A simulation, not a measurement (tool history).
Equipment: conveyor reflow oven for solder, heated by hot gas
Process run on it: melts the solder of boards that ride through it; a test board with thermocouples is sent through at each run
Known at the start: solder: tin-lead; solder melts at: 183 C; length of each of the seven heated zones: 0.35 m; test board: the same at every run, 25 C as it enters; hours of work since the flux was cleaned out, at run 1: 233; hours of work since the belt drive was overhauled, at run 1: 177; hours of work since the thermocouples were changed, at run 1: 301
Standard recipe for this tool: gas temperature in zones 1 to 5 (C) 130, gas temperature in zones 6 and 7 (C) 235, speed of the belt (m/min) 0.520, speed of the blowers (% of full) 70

| run | day | gas temperature in zones 1 to 5 (C) | gas temperature in zones 6 and 7 (C) | speed of the belt (m/min) | speed of the blowers (% of full) | hours of work since the flux was cleaned out | hours of work since the belt drive was overhauled | hours of work since the thermocouples were changed | highest temperature of the board (C) | time above the solder's melting point (s) |
|---|---|---|---|---|---|---|---|---|---|---|
| 1 | 0.000 | 130 | 235 | 0.520 | 70 | 233 | 177 | 301 | 217.4 | 57.8 |
| 2 | 1.208 | 130 | 235 | 0.520 | 70 | 245 | 189 | 313 | 216.5 | 57.5 |
| 3 | 2.088 | 130 | 235 | 0.576 | 70 | 254 | 198 | 322 | 212.5 | 48.0 |
| 4 | 3.233 | 125 | 235 | 0.520 | 70 | 266 | 210 | 334 | 215.6 | 55.2 |
| 5 | 4.362 | 130 | 235 | 0.520 | 70 | 277 | 221 | 345 | 215.5 | 57.0 |
| 6 | 5.267 | 130 | 235 | 0.520 | 70 | 287 | 230 | 355 | 216.5 | 57.3 |
| 7 | 5.946 | 130 | 235 | 0.520 | 70 | 294 | 237 | 361 | 215.7 | 56.8 |
| 8 | 6.696 | 130 | 235 | 0.520 | 79 | 301 | 245 | 369 | 218.6 | 58.9 |
| 9 | 7.567 | 130 | 235 | 0.520 | 79 | 310 | 254 | 378 | 217.5 | 58.6 |
| 10 | 8.342 | 130 | 235 | 0.520 | 79 | 318 | 262 | 386 | 217.5 | 59.5 |
| 11 | 9.117 | 130 | 235 | 0.520 | 56 | 326 | 270 | 394 | 212.1 | 51.2 |
|  | 9.429 | flux residue cleaned out of gas plates and filters |
| 12 | 9.979 | 130 | 235 | 0.520 | 56 | 6 | 276 | 400 | 208.6 | 49.3 |
| 13 | 11.246 | 130 | 235 | 0.520 | 56 | 18 | 289 | 413 | 209.5 | 48.7 |
| 14 | 12.071 | 130 | 235 | 0.520 | 56 | 27 | 298 | 422 | 209.1 | 48.8 |
|  | 12.612 | flux residue cleaned out of gas plates and filters, once more |
| 15 | 13.412 | 130 | 242 | 0.520 | 56 | 8 | 309 | 433 | 219.2 | 60.7 |
| 16 | 14.900 | 120 | 229 | 0.520 | 56 | 23 | 324 | 448 | 206.5 | 44.1 |
| 17 | 16.375 | 130 | 249 | 0.547 | 70 | 38 | 339 | 464 | 229.3 | 63.0 |
| 18 | 17.396 | 116 | 230 | 0.579 | 54 | 49 | 350 | 474 | 201.5 | 31.4 |
| 19 | 18.838 | 116 | 230 | 0.579 | 54 | 63 | 365 | 489 | 200.8 | 31.5 |
| 20 | 19.796 | 116 | 230 | 0.579 | 54 | 73 | 374 | 498 | 200.4 | 30.4 |

Expected results for the next run?
| 21 | 20.571 | 116 | 230 | 0.579 | 54 | 81 | 382 | 506 | ? | ? |

{"run 21": {"highest temperature of the board (C)": 200.7, "time above the solder's melting point (s)": 30.1}}
Minus the tool's unlogged condition, the same run would have read highest temperature of the board (C) 203.1, time above the solder's melting point (s) 32.8.

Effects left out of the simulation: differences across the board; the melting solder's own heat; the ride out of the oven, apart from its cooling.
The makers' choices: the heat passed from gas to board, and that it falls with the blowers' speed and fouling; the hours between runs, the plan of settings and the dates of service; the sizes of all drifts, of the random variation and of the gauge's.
